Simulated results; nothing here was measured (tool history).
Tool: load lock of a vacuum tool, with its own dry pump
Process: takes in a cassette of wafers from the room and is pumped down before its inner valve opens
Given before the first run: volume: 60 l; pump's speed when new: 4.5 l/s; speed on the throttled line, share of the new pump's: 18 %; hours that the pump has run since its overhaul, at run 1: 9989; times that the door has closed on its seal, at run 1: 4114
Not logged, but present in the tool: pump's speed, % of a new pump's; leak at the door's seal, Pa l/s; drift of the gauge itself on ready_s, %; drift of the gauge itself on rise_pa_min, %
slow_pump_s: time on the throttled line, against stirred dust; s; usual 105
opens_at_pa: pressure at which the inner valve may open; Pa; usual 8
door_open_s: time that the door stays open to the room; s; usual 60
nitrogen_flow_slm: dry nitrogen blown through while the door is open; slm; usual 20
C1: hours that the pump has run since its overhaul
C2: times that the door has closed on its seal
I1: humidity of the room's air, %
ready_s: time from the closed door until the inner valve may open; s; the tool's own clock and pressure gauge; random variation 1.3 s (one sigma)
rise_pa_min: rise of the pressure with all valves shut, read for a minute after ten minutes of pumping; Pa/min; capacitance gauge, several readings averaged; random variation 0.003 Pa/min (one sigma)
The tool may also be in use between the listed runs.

run 1 hour=0 | slow_pump_s=105 opens_at_pa=8 door_open_s=60 nitrogen_flow_slm=20 | C1=9989 C2=4114 | I1=49 | ready_s=239.7 rise_pa_min=0.042
run 2 hour=231.6 | slow_pump_s=105 opens_at_pa=8 door_open_s=60 nitrogen_flow_slm=20 | C1=10221 C2=4693 | I1=42.9 | ready_s=237.3 rise_pa_min=0.043
run 3 hour=396.6 | slow_pump_s=105 opens_at_pa=8 door_open_s=60 nitrogen_flow_slm=20 | C1=10386 C2=5105 | I1=44.5 | ready_s=240 rise_pa_min=0.04
run 4 hour=547.7 | slow_pump_s=105 opens_at_pa=8 door_open_s=60 nitrogen_flow_slm=20 | C1=10537 C2=5483 | I1=45.2 | ready_s=241.6 rise_pa_min=0.045
run 5 hour=699.1 | slow_pump_s=105 opens_at_pa=8 door_open_s=60 nitrogen_flow_slm=20 | C1=10688 C2=5861 | I1=41.8 | ready_s=239.5 rise_pa_min=0.047
run 6 hour=902.8 | slow_pump_s=105 opens_at_pa=8 door_open_s=60 nitrogen_flow_slm=6 | C1=10892 C2=6370 | I1=46.5 | ready_s=239.8 rise_pa_min=0.061
run 7 hour=1053.4 | slow_pump_s=105 opens_at_pa=8 door_open_s=165 nitrogen_flow_slm=20 | C1=11043 C2=6746 | I1=45.8 | ready_s=242.8 rise_pa_min=0.068
run 8 hour=1154.4 | slow_pump_s=105 opens_at_pa=8 door_open_s=165 nitrogen_flow_slm=20 | C1=11144 C2=6998 | I1=45.2 | ready_s=244.9 rise_pa_min=0.062
run 9 hour=1314 | slow_pump_s=105 opens_at_pa=8 door_open_s=165 nitrogen_flow_slm=20 | C1=11303 C2=7397 | I1=48.3 | ready_s=242 rise_pa_min=0.069
run 10 hour=1467.4 | slow_pump_s=105 opens_at_pa=8 door_open_s=165 nitrogen_flow_slm=20 | C1=11457 C2=7780 | I1=46.9 | ready_s=241.6 rise_pa_min=0.071
run 11 hour=1639.8 | slow_pump_s=105 opens_at_pa=8 door_open_s=165 nitrogen_flow_slm=20 | C1=11629 C2=8211 | I1=46.2 | ready_s=241.9 rise_pa_min=0.062
run 12 hour=1802.9 | slow_pump_s=105 opens_at_pa=8 door_open_s=165 nitrogen_flow_slm=20 | C1=11792 C2=8618 | I1=41.3 | ready_s=244.2 rise_pa_min=0.064
run 13 hour=2018.8 | slow_pump_s=105 opens_at_pa=8 door_open_s=165 nitrogen_flow_slm=20 | C1=12008 C2=9157 | I1=40.7 | ready_s=242.9 rise_pa_min=0.06
run 14 hour=2137.5 | slow_pump_s=105 opens_at_pa=8 door_open_s=60 nitrogen_flow_slm=38 | C1=12127 C2=9454 | I1=42.7 | ready_s=246.9 rise_pa_min=0.045
run 15 hour=2329.7 | slow_pump_s=105 opens_at_pa=8 door_open_s=60 nitrogen_flow_slm=38 | C1=12319 C2=9934 | I1=46.9 | ready_s=245 rise_pa_min=0.047
run 16 hour=2564.5 | slow_pump_s=115 opens_at_pa=8 door_open_s=60 nitrogen_flow_slm=20 | C1=12554 C2=10520 | I1=44 | ready_s=257.8 rise_pa_min=0.057
run 17 hour=2720.1 | slow_pump_s=115 opens_at_pa=8 door_open_s=60 nitrogen_flow_slm=20 | C1=12709 C2=10909 | I1=46.2 | ready_s=253.5 rise_pa_min=0.048
-- hour=2866.5 dry pump taken out, an overhauled one fitted
run 18 hour=2959.5 | slow_pump_s=105 opens_at_pa=8 door_open_s=60 nitrogen_flow_slm=20 | C1=93 C2=11492 | I1=46.4 | ready_s=212.1 rise_pa_min=0.055
run 19 hour=3088.3 | slow_pump_s=105 opens_at_pa=9 door_open_s=60 nitrogen_flow_slm=20 | C1=222 C2=11814 | I1=46.1 | ready_s=212.4 rise_pa_min=0.061
run 20 hour=3267.8 | slow_pump_s=106 opens_at_pa=7 door_open_s=60 nitrogen_flow_slm=20 | C1=401 C2=12262 | I1=47.2 | ready_s=214.5 rise_pa_min=0.061
run 21 hour=3491.2 | slow_pump_s=106 opens_at_pa=15 door_open_s=60 nitrogen_flow_slm=20 | C1=625 C2=12820 | I1=43.6 | ready_s=205.7 rise_pa_min=0.063
run 22 hour=3691.5 | slow_pump_s=106 opens_at_pa=15 door_open_s=60 nitrogen_flow_slm=20 | C1=825 C2=13320 | I1=45.7 | ready_s=207.4 rise_pa_min=0.062
run 23 hour=3897.6 | slow_pump_s=105 opens_at_pa=8 door_open_s=39 nitrogen_flow_slm=20 | C1=1031 C2=13835 | I1=45.9 | ready_s=213.3 rise_pa_min=0.056
run 24 hour=4018 | slow_pump_s=142 opens_at_pa=8 door_open_s=60 nitrogen_flow_slm=8 | C1=1152 C2=14136 | I1=45.1 | ready_s=247.8 rise_pa_min=0.08
run 25 hour=4235.8 | slow_pump_s=142 opens_at_pa=8 door_open_s=60 nitrogen_flow_slm=8 | C1=1369 C2=14680 | I1=44 | ready_s=244.5 rise_pa_min=0.085
run 26 hour=4467 | slow_pump_s=142 opens_at_pa=8 door_open_s=60 nitrogen_flow_slm=8 | C1=1601 C2=15258 | I1=45.2 | ready_s=244.9 rise_pa_min=0.082
run 27 hour=4696.7 | slow_pump_s=142 opens_at_pa=8 door_open_s=60 nitrogen_flow_slm=8 | C1=1830 C2=15831 | I1=40.2 | ready_s=250.1 rise_pa_min=0.077
run 28 hour=4917.4 | slow_pump_s=142 opens_at_pa=8 door_open_s=60 nitrogen_flow_slm=8 | C1=2051 C2=16383 | I1=46.8 | ready_s=247.4 rise_pa_min=0.089
run 29 hour=5154.4 | slow_pump_s=142 opens_at_pa=8 door_open_s=60 nitrogen_flow_slm=15 | C1=2288 C2=16975 | I1=42.5 | ready_s=247.9 rise_pa_min=0.072
run 30 hour=5262.5 | slow_pump_s=142 opens_at_pa=8 door_open_s=60 nitrogen_flow_slm=15 | C1=2396 C2=17245 | I1=44.5 | ready_s=248.9 rise_pa_min=0.08
run 31 hour=5442.1 | slow_pump_s=142 opens_at_pa=8 door_open_s=60 nitrogen_flow_slm=15 | C1=2576 C2=17693 | I1=41 | ready_s=247.9 rise_pa_min=0.079
run 32 hour=5660 | slow_pump_s=142 opens_at_pa=8 door_open_s=60 nitrogen_flow_slm=15 | C1=2793 C2=18237 | I1=45.9 | ready_s=248.9 rise_pa_min=0.085
run 33 hour=5842.3 | slow_pump_s=71 opens_at_pa=8 door_open_s=60 nitrogen_flow_slm=20 | C1=2976 C2=18693 | I1=44.3 | ready_s=192.4 rise_pa_min=0.072
run 34 hour=5999 | slow_pump_s=71 opens_at_pa=8 door_open_s=60 nitrogen_flow_slm=20 | C1=3132 C2=19084 | I1=42.4 | ready_s=194.1 rise_pa_min=0.081
run 35 hour=6188.1 | slow_pump_s=55 opens_at_pa=6 door_open_s=52 nitrogen_flow_slm=29 | C1=3322 C2=19557 | I1=46.4 | ready_s=184.7 rise_pa_min=0.079
run 36 hour=6369 | slow_pump_s=105 opens_at_pa=8 door_open_s=63 nitrogen_flow_slm=12 | C1=3503 C2=20009 | I1=43.7 | ready_s=221.5 rise_pa_min=0.089

Here are 5 independent what-if runs from the current tool condition. What would each one return?
run A hour=6550.1 | slow_pump_s=179 opens_at_pa=12 door_open_s=29 nitrogen_flow_slm=12 | C1=3684 C2=20461 | I1=48.6 | ready_s=? rise_pa_min=?
run B hour=6550.1 | slow_pump_s=152 opens_at_pa=12 door_open_s=60 nitrogen_flow_slm=20 | C1=3684 C2=20461 | I1=42.2 | ready_s=? rise_pa_min=?
run C hour=6550.1 | slow_pump_s=150 opens_at_pa=9 door_open_s=60 nitrogen_flow_slm=4 | C1=3684 C2=20461 | I1=46.9 | ready_s=? rise_pa_min=?
run D hour=6550.1 | slow_pump_s=105 opens_at_pa=7 door_open_s=63 nitrogen_flow_slm=12 | C1=3684 C2=20461 | I1=44.3 | ready_s=? rise_pa_min=?
run E hour=6550.1 | slow_pump_s=105 opens_at_pa=9 door_open_s=43 nitrogen_flow_slm=20 | C1=3684 C2=20461 | I1=43.6 | ready_s=? rise_pa_min=?

run=A ready_s=275.5 rise_pa_min=0.08
run=B ready_s=250.9 rise_pa_min=0.083
run=C ready_s=255.5 rise_pa_min=0.108
run=D ready_s=222.4 rise_pa_min=0.1
run=E ready_s=216.5 rise_pa_min=0.084
Without the tool's unlogged condition, the same runs would have read:
run=A ready_s=269 rise_pa_min=0.033
run=B ready_s=243.8 rise_pa_min=0.036
run=C ready_s=248.3 rise_pa_min=0.061
run=D ready_s=214.4 rise_pa_min=0.053
run=E ready_s=208.6 rise_pa_min=0.037

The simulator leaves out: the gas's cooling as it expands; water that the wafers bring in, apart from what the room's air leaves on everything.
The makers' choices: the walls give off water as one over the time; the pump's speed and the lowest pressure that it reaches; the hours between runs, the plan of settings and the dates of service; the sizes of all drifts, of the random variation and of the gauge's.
